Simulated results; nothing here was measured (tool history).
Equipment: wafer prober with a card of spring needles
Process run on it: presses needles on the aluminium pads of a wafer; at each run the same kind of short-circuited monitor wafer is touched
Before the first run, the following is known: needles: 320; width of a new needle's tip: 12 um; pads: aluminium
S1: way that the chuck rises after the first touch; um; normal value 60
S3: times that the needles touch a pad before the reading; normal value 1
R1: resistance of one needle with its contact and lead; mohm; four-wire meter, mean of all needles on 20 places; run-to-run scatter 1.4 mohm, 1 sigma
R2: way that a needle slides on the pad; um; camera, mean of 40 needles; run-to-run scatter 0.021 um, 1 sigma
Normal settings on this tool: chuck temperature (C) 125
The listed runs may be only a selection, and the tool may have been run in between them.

{"run": 1, "hour": 0.0, "S1": 60, "chuck temperature (C)": 125, "S3": 1, "R1": 169, "R2": 7.56}
{"hour": 14.9, "done": "tips cleaned on abrasive film"}
{"run": 2, "hour": 20.2, "S1": 60, "chuck temperature (C)": 125, "S3": 1, "R1": 151, "R2": 7.58}
{"hour": 47.7, "done": "tips cleaned on abrasive film"}
{"run": 3, "hour": 51.3, "S1": 60, "chuck temperature (C)": 125, "S3": 1, "R1": 148, "R2": 7.53}
{"run": 4, "hour": 68.7, "S1": 60, "chuck temperature (C)": 125, "S3": 1, "R1": 176, "R2": 7.51}
{"hour": 79.0, "done": "tips cleaned on abrasive film"}
{"run": 5, "hour": 87.5, "S1": 60, "chuck temperature (C)": 125, "S3": 1, "R1": 162, "R2": 7.54}
{"run": 6, "hour": 105.1, "S1": 60, "chuck temperature (C)": 125, "S3": 1, "R1": 175, "R2": 7.57}
{"hour": 110.2, "done": "tips cleaned on abrasive film"}
{"run": 7, "hour": 123.3, "S1": 60, "chuck temperature (C)": 125, "S3": 1, "R1": 166, "R2": 7.55}
{"hour": 143.7, "done": "tips cleaned on abrasive film"}
{"run": 8, "hour": 156.2, "S1": 60, "chuck temperature (C)": 125, "S3": 1, "R1": 167, "R2": 7.53}
{"hour": 176.7, "done": "tips cleaned on abrasive film"}
{"run": 9, "hour": 180.0, "S1": 60, "chuck temperature (C)": 125, "S3": 1, "R1": 150, "R2": 7.48}
{"run": 10, "hour": 202.4, "S1": 63, "chuck temperature (C)": 125, "S3": 1, "R1": 177, "R2": 7.87}
{"hour": 207.0, "done": "tips cleaned on abrasive film"}
{"run": 11, "hour": 221.4, "S1": 61, "chuck temperature (C)": 26, "S3": 2, "R1": 144, "R2": 7.67}
{"hour": 237.8, "done": "tips cleaned on abrasive film"}
{"run": 12, "hour": 258.2, "S1": 60, "chuck temperature (C)": 64, "S3": 2, "R1": 153, "R2": 7.52}
{"hour": 269.0, "done": "tips cleaned on abrasive film"}
{"hour": 283.6, "done": "height of the first contact set anew"}
{"run": 13, "hour": 289.5, "S1": 60, "chuck temperature (C)": 64, "S3": 2, "R1": 152, "R2": 7.61}
{"hour": 299.7, "done": "tips cleaned on abrasive film"}
{"run": 14, "hour": 326.2, "S1": 42, "chuck temperature (C)": 33, "S3": 2, "R1": 185, "R2": 5.32}
{"hour": 331.0, "done": "tips cleaned on abrasive film"}
{"run": 15, "hour": 354.2, "S1": 42, "chuck temperature (C)": 33, "S3": 2, "R1": 182, "R2": 5.3}
{"hour": 361.7, "done": "tips cleaned on abrasive film"}
{"run": 16, "hour": 388.8, "S1": 43, "chuck temperature (C)": 46, "S3": 2, "R1": 183, "R2": 5.42}

Each row is a separate what-if for the run after 16, all from the same tool condition, not one after another. Results?
{"hour": 394.5, "done": "tips cleaned on abrasive film"}
{"hour": 426.4, "done": "tips cleaned on abrasive film"}
{"run": "A", "hour": 426.4, "S1": 43, "chuck temperature (C)": 46, "S3": 3, "R1": "?", "R2": "?"}
{"hour": 394.5, "done": "tips cleaned on abrasive film"}
{"hour": 426.4, "done": "tips cleaned on abrasive film"}
{"run": "B", "hour": 426.4, "S1": 43, "chuck temperature (C)": 46, "S3": 2, "R1": "?", "R2": "?"}
{"hour": 394.5, "done": "tips cleaned on abrasive film"}
{"hour": 426.4, "done": "tips cleaned on abrasive film"}
{"run": "C", "hour": 426.4, "S1": 57, "chuck temperature (C)": 38, "S3": 2, "R1": "?", "R2": "?"}

run=A R1=133 R2=5.44
run=B R1=131 R2=5.44
run=C R1=121 R2=7.23
With no hidden state in the tool, these same runs would have given:
run=A R1=129 R2=5.48
run=B R1=125 R2=5.49
run=C R1=117 R2=7.28

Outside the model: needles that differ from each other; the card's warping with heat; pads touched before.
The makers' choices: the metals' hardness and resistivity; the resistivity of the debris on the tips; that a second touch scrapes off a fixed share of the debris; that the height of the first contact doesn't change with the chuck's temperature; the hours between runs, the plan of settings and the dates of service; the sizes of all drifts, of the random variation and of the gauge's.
